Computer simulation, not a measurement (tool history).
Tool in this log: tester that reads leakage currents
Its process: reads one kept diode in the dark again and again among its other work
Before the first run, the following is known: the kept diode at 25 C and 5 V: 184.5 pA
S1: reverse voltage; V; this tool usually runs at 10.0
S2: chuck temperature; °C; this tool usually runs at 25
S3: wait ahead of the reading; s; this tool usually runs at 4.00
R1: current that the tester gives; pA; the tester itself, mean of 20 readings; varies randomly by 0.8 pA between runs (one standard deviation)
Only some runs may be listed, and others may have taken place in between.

Run 1, day 0.000: usual settings. Result: R1 263.31 pA.
Run 2, day 1.617: usual settings. Result: R1 264.92 pA.
At day 2.196: probe card cleaned and baked.
Run 3, day 3.808: usual settings. Result: R1 265.49 pA.
Run 4, day 5.267: usual settings. Result: R1 264.27 pA.
Run 5, day 8.125: usual settings. Result: R1 264.12 pA.
Run 6, day 11.029: usual settings. Result: R1 264.60 pA.
Run 7, day 13.533: usual settings but S3 1.64 s. Result: R1 265.02 pA.
Run 8, day 15.267: usual settings but S3 1.64 s. Result: R1 265.43 pA.
Run 9, day 16.992: usual settings but S1 2.8 V. Result: R1 136.86 pA.
Run 10, day 20.221: usual settings but S1 2.8 V. Result: R1 135.93 pA.
Run 11, day 22.604: usual settings but S1 2.8 V. Result: R1 136.18 pA.
Run 12, day 24.200: usual settings but S1 2.8 V. Result: R1 135.94 pA.
Run 13, day 25.571: usual settings. Result: R1 263.32 pA.
Run 14, day 27.483: usual settings. Result: R1 266.59 pA.
Run 15, day 30.258: usual settings. Result: R1 264.67 pA.
Run 16, day 31.862: usual settings. Result: R1 263.08 pA.
Run 17, day 34.196: usual settings. Result: R1 265.42 pA.
Run 18, day 36.462: usual settings. Result: R1 264.54 pA.
Run 19, day 38.650: usual settings but S3 4.62 s. Result: R1 263.84 pA.
Run 20, day 40.975: usual settings but S3 4.62 s. Result: R1 263.86 pA.
Run 21, day 43.271: usual settings but S3 4.62 s. Result: R1 263.60 pA.
Run 22, day 45.962: usual settings but S3 4.62 s. Result: R1 263.58 pA.
Run 23, day 48.442: usual settings but S3 4.62 s. Result: R1 264.47 pA.
Run 24, day 49.808: usual settings but S1 2.2 V, S3 1.70 s. Result: R1 119.54 pA.
Run 25, day 52.850: usual settings but S1 2.2 V, S2 26 °C, S3 0.30 s. Result: R1 129.98 pA.
Run 26, day 55.892: usual settings but S1 5.0 V, S3 0.37 s. Result: R1 184.25 pA.
Run 27, day 58.317: usual settings but S1 1.6 V, S2 26 °C, S3 0.37 s. Result: R1 109.91 pA.
Run 28, day 60.550: usual settings but S1 3.8 V, S2 22 °C, S3 1.00 s. Result: R1 128.01 pA.

Forecast run 29:
Run 29, day 61.975: usual settings but S2 39 °C, S3 0.39 s. Result: R1 ?.

R1: 723.23 pA
With the hidden condition absent and the run-to-run variation left alone, this run would have shown R1 724.96 pA.

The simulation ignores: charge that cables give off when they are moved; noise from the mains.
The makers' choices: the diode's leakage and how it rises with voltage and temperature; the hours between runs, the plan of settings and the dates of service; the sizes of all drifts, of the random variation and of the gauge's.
